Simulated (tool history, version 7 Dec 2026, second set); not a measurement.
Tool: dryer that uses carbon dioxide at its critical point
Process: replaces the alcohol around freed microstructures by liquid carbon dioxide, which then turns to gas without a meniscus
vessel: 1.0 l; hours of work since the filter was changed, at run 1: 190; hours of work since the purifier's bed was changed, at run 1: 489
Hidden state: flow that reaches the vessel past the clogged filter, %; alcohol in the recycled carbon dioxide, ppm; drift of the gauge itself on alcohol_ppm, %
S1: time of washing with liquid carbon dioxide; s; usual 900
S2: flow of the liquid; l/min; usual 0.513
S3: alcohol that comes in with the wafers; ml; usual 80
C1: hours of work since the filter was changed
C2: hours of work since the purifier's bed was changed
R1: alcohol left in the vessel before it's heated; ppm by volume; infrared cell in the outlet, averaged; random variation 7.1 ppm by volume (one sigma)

{"run": 1, "hour": 0.0, "S1": 900, "S2": 0.513, "S3": 80, "C1": 190, "C2": 489, "R1": 522}
{"run": 2, "hour": 26.6, "S1": 900, "S2": 0.513, "S3": 80, "C1": 202, "C2": 501, "R1": 523}
{"run": 3, "hour": 55.2, "S1": 900, "S2": 0.652, "S3": 80, "C1": 215, "C2": 514, "R1": 201}
{"run": 4, "hour": 105.5, "S1": 900, "S2": 0.652, "S3": 80, "C1": 238, "C2": 537, "R1": 214}
{"run": 5, "hour": 129.7, "S1": 900, "S2": 0.513, "S3": 80, "C1": 249, "C2": 548, "R1": 530}
{"run": 6, "hour": 151.6, "S1": 900, "S2": 0.513, "S3": 80, "C1": 259, "C2": 557, "R1": 565}
{"run": 7, "hour": 201.9, "S1": 900, "S2": 0.513, "S3": 80, "C1": 282, "C2": 580, "R1": 572}
{"run": 8, "hour": 233.9, "S1": 900, "S2": 0.549, "S3": 80, "C1": 296, "C2": 595, "R1": 435}
{"run": 9, "hour": 277.4, "S1": 900, "S2": 0.549, "S3": 80, "C1": 316, "C2": 614, "R1": 455}
{"run": 10, "hour": 315.7, "S1": 660, "S2": 0.497, "S3": 28, "C1": 333, "C2": 632, "R1": 879}
{"run": 11, "hour": 363.1, "S1": 600, "S2": 0.436, "S3": 52, "C1": 354, "C2": 653, "R1": 3041}

Forecast run 12:
{"run": 12, "hour": 401.9, "S1": 900, "S2": 0.53, "S3": 80, "C1": 372, "C2": 670, "R1": "?"}

{"run 12": {"R1": 555}}
Without the tool's hidden state the same run would have given R1 276 ppm by volume.

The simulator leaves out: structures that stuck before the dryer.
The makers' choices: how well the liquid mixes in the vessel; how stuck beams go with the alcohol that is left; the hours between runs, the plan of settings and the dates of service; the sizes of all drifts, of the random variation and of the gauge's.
